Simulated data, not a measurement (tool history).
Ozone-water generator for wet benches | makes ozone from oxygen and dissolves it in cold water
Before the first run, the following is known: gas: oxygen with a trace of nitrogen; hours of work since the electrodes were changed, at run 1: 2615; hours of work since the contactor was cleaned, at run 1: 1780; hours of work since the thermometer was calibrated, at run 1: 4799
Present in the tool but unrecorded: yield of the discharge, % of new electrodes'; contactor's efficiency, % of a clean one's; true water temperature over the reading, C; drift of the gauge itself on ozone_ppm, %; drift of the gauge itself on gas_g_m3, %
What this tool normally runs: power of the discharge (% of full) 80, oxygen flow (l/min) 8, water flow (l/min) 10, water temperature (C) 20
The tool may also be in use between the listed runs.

run,hour,power of the discharge (% of full),oxygen flow (l/min),water flow (l/min),water temperature (C),hours of work since the electrodes were changed,hours of work since the contactor was cleaned,hours of work since the thermometer was calibrated,dissolved ozone (ppm),ozone in the gas ahead of the water (g/m3)
1,0,80,8,10,20,2615,1780,4799,29.8,257.4
2,84.1,80,8,10,20,2673,1839,4857,29.9,254.6
3,139.4,80,8,10,20,2711,1877,4895,30.1,253.1
4,194.4,80,8,10,20,2749,1915,4933,29.7,253.7
5,292.2,80,8,10,20,2817,1983,5001,29.9,253.7
6,374.3,80,8,10,16,2874,2040,5058,32.5,254.5
7,470,80,8,6,20,2940,2106,5124,38.8,251.8
8,546.3,80,8,6,20,2993,2159,5177,38.7,254.6
9,613.9,80,8,6,20,3040,2206,5224,38.4,254.2
10,691.9,80,8,10,20,3094,2260,5278,30,251.6
11,793.9,45,8,14,20,3165,2330,5349,14.7,155.7
12,876.8,54,8,10,15,3222,2388,5406,23.4,183.6
13,980.4,46,7.32,10,20,3294,2459,5478,18.9,164.9
14,1073.2,46,7.32,10,20,3358,2524,5542,18.9,166.9
15,1151.2,46,7.32,10,20,3412,2578,5596,18.8,166.8
16,1236.1,65,8,10,20,3471,2637,5655,24.8,213.3
17,1339.4,65,8,10,20,3542,2708,5726,24.7,209.9
18,1444.3,67,8,10,20,3615,2781,5799,25.3,218.1
# hour 1527.1: water thermometer calibrated
19,1541.8,67,8,10,20,3682,2848,10,25.4,218.4
20,1649.6,67,8,14,20,3757,2923,85,20.5,215.7

How the hidden state differs across the entries between the runs, from the last listed run before each to the first after it:
Runs 18 to 19: water thermometer calibrated (hour 1527.1)
  contactor's efficiency, % of a clean one's: 94.4 -> 94.3; true water temperature over the reading, C: 0.33 -> 0
  difference, measured minus the result without the unlogged condition, dissolved ozone (ppm): -2.6 -> -2.4; ozone in the gas ahead of the water (g/m3): -11.8 -> -12.1
